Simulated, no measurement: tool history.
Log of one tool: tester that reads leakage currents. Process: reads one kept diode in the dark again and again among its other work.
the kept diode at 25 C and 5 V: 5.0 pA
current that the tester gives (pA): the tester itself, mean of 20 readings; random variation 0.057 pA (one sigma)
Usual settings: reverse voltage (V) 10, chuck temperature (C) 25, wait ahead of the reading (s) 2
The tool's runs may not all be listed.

run	hour	reverse voltage (V)	chuck temperature (C)	wait ahead of the reading (s)	current that the tester gives (pA)
1	0	10	25	2	30.85
2	39.8	10	25	2	31.19
3	112	10	25	2	31.74
4	159.7	10	25	2	32.35
5	216.1	10	31	2	37.35
6	247.1	10	31	2	37.53
7	292.6	10	31	2.01	37.99
8	349.4	8.1	54	0.96	76.59
# hour 365.4: probe card cleaned and baked
9	407.7	3.7	50	1.58	26.42
10	444.1	5.6	37	1.24	14.97

3 ways to go on from here, each from the tool as it stands after run 10. What would each give?
A	508.2	7.1	25	1.58	?
B	508.2	6.6	27	0.91	?
C	508.2	1	37	1.24	?

run	current that the tester gives (pA)
A	8.48
B	9.92
C	5.03
Without the tool's hidden state the same runs would have given:
run	current that the tester gives (pA)
A	7.68
B	9.23
C	5.07

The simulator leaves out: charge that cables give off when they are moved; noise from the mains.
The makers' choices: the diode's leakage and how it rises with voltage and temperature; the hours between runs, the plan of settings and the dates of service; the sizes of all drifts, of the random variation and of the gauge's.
